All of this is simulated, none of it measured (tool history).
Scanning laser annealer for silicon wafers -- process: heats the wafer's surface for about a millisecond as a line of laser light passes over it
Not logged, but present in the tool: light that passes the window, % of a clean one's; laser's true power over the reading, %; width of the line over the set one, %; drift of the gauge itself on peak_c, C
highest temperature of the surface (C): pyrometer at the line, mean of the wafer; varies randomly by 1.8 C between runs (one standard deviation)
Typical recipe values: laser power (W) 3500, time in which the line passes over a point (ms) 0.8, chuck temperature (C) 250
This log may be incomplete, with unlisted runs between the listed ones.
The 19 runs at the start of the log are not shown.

| run | hour | laser power (W) | time in which the line passes over a point (ms) | chuck temperature (C) | hours of work since the window was cleaned | hours of work since the power meter was calibrated | hours of work since the optics were aligned | highest temperature of the surface (C) |
|---|---|---|---|---|---|---|---|---|
|  | 1076.5 | window over the wafer cleaned |
| 20 | 1121.5 | 3500 | 0.895 | 250 | 27 | 2052 | 293 | 1039 |
| 21 | 1192.7 | 3500 | 0.895 | 250 | 69 | 2094 | 335 | 1036 |
| 22 | 1272 | 3185 | 0.8 | 230 | 115 | 2141 | 382 | 896 |
| 23 | 1306.1 | 3684 | 0.881 | 242 | 136 | 2161 | 402 | 1058 |
| 24 | 1338.7 | 3684 | 0.578 | 242 | 155 | 2181 | 422 | 904 |
| 25 | 1384.1 | 3018 | 0.939 | 224 | 182 | 2207 | 448 | 898 |
| 26 | 1418 | 3050 | 0.8 | 250 | 202 | 2228 | 468 | 877 |
| 27 | 1452.2 | 3244 | 0.865 | 218 | 222 | 2248 | 489 | 913 |
| 28 | 1487.3 | 3244 | 0.865 | 218 | 243 | 2268 | 509 | 914 |
| 29 | 1524.1 | 2992 | 0.72 | 280 | 264 | 2290 | 531 | 862 |
| 30 | 1581.9 | 3207 | 0.569 | 253 | 298 | 2324 | 565 | 805 |
| 31 | 1660 | 3588 | 0.569 | 248 | 345 | 2370 | 611 | 871 |
| 32 | 1738.3 | 3588 | 0.569 | 248 | 391 | 2417 | 658 | 863 |
|  | 1798.5 | window over the wafer cleaned |
| 33 | 1817.6 | 3588 | 0.569 | 248 | 11 | 2462 | 703 | 890 |
| 34 | 1850.6 | 3588 | 0.569 | 248 | 31 | 2482 | 723 | 894 |
|  | 1859.6 | optics aligned, line set to its width |
| 35 | 1930.9 | 3288 | 0.871 | 216 | 75 | 2526 | 42 | 938 |
| 36 | 2001.7 | 3770 | 0.719 | 238 | 117 | 2568 | 84 | 998 |
| 37 | 2070.4 | 3770 | 0.719 | 238 | 158 | 2609 | 124 | 992 |
| 38 | 2129.1 | 3500 | 0.699 | 250 | 192 | 2643 | 159 | 934 |
| 39 | 2169.9 | 3163 | 0.8 | 250 | 216 | 2667 | 183 | 900 |
| 40 | 2234.6 | 3426 | 0.871 | 218 | 255 | 2706 | 221 | 958 |
| 41 | 2271.2 | 3803 | 0.564 | 250 | 276 | 2727 | 243 | 915 |

Forecast each of these 3 alternatives for the next run:
| A | 2344.5 | 3803 | 0.564 | 218 | 319 | 2770 | 286 | ? |
| B | 2344.5 | 3311 | 0.596 | 250 | 319 | 2770 | 286 | ? |
| C | 2344.5 | 3803 | 0.832 | 269 | 319 | 2770 | 286 | ? |

| run | highest temperature of the surface (C) |
|---|---|
| A | 877 |
| B | 834 |
| C | 1071 |
Had the tool no hidden state, the same runs would have come out as:
| run | highest temperature of the surface (C) |
|---|---|
| A | 923 |
| B | 874 |
| C | 1127 |
